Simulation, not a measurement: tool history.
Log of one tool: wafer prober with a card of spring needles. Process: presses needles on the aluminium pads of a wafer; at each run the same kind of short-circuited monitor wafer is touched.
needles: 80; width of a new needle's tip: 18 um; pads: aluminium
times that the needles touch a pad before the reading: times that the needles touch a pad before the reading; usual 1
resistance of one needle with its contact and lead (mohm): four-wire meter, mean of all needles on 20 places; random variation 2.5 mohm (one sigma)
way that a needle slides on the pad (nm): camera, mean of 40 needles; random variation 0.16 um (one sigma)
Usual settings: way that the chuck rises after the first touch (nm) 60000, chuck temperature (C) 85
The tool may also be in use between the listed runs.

| run | hour | way that the chuck rises after the first touch (nm) | chuck temperature (C) | times that the needles touch a pad before the reading | resistance of one needle with its contact and lead (mohm) | way that a needle slides on the pad (nm) |
|---|---|---|---|---|---|---|
| 1 | 0 | 60000 | 85 | 1 | 374 | 14410 |
|  | 1 | tips cleaned on abrasive film |
| 2 | 7.9 | 60000 | 60 | 1 | 372 | 14590 |
|  | 10.6 | tips cleaned on abrasive film |
|  | 19.6 | tips cleaned on abrasive film |
| 3 | 25.6 | 60000 | 85 | 1 | 367 | 14260 |
|  | 28.8 | tips cleaned on abrasive film |
|  | 37.8 | tips cleaned on abrasive film |
| 4 | 42.5 | 60000 | 85 | 1 | 361 | 14410 |
|  | 47.2 | tips cleaned on abrasive film |
|  | 56.4 | tips cleaned on abrasive film |
| 5 | 56.4 | 60000 | 85 | 1 | 305 | 14090 |
|  | 65.6 | tips cleaned on abrasive film |
| 6 | 70.3 | 60000 | 85 | 1 | 359 | 14520 |
|  | 74.5 | tips cleaned on abrasive film |
| 7 | 78.9 | 60000 | 85 | 1 | 353 | 14370 |
|  | 84.2 | tips cleaned on abrasive film |
|  | 93.2 | tips cleaned on abrasive film |
| 8 | 95.8 | 60000 | 85 | 1 | 346 | 14580 |
|  | 103.3 | tips cleaned on abrasive film |
| 9 | 104.2 | 60000 | 85 | 2 | 313 | 14130 |
|  | 112.3 | tips cleaned on abrasive film |
| 10 | 119.7 | 60000 | 85 | 2 | 350 | 14140 |
|  | 122.3 | tips cleaned on abrasive film |
|  | 131.9 | tips cleaned on abrasive film |
| 11 | 137 | 60000 | 85 | 1 | 380 | 14350 |
|  | 141.4 | tips cleaned on abrasive film |
| 12 | 149.7 | 60000 | 85 | 1 | 385 | 13830 |
|  | 151.4 | tips cleaned on abrasive film |
| 13 | 160 | 60000 | 85 | 1 | 396 | 14030 |
|  | 161.7 | tips cleaned on abrasive film |
|  | 171.4 | tips cleaned on abrasive film |
| 14 | 175 | 80000 | 85 | 1 | 318 | 19420 |
|  | 180.4 | tips cleaned on abrasive film |
| 15 | 184.2 | 56000 | 85 | 1 | 382 | 13070 |
|  | 189.9 | tips cleaned on abrasive film |
|  | 200 | tips cleaned on abrasive film |
| 16 | 200.5 | 56000 | 85 | 1 | 327 | 12740 |
|  | 209.3 | tips cleaned on abrasive film |
| 17 | 209.3 | 56000 | 85 | 1 | 322 | 12930 |
|  | 218.5 | tips cleaned on abrasive film |
| 18 | 226 | 73000 | 52 | 1 | 349 | 17400 |
|  | 227.3 | tips cleaned on abrasive film |
|  | 234.4 | height of the first contact set anew |
|  | 237.1 | tips cleaned on abrasive film |
| 19 | 238.3 | 73000 | 52 | 1 | 311 | 16030 |
|  | 246.5 | tips cleaned on abrasive film |
| 20 | 254.3 | 73000 | 52 | 1 | 362 | 15960 |

Forecast run 21:
|  | 256.1 | tips cleaned on abrasive film |
| 21 | 264.7 | 60000 | 30 | 2 | ? | ? |

resistance of one needle with its contact and lead (mohm): 369
way that a needle slides on the pad (nm): 12150
Without the tool's hidden state the same run would have given resistance of one needle with its contact and lead (mohm) 270, way that a needle slides on the pad (nm) 16130.
